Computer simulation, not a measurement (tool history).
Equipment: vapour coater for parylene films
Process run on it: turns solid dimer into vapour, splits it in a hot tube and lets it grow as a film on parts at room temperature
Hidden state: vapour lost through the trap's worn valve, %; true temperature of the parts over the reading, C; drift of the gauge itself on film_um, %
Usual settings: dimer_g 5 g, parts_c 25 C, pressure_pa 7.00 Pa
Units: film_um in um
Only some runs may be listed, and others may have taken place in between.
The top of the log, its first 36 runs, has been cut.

run,hour,dimer_g,parts_c,pressure_pa,hours of work since the trap's valve was overhauled,hours of work since the table's thermometer was calibrated,film_um
37,604.9,2,21,4.44,240,845,0.473
38,623.7,3,23,11.06,252,857,0.528
# hour 640.3: gauge calibrated
39,646.8,3,27,8.37,267,873,0.474
40,670.9,3,27,8.37,283,889,0.472
41,684.9,3,27,8.37,293,898,0.472
42,695.9,3,27,8.37,300,906,0.473
43,713.5,3,25,5.98,312,917,0.565
44,736.5,4,25,4.10,327,933,0.800
45,756.9,2,25,4.10,341,946,0.409
46,768.4,6,23,2.48,348,954,1.476
47,788.4,3,23,2.59,362,967,0.731

Here are 3 independent what-if runs from the current tool condition. What would each one return?
A,807.0,3,23,4.86,374,980,?
B,807.0,3,20,2.60,374,980,?
C,807.0,4,20,9.88,374,980,?

run,film_um
A,0.626
B,0.801
C,0.779
Stripped of hidden state, with their random variation kept, the same runs would have yielded:
run,film_um
A,0.623
B,0.796
C,0.774
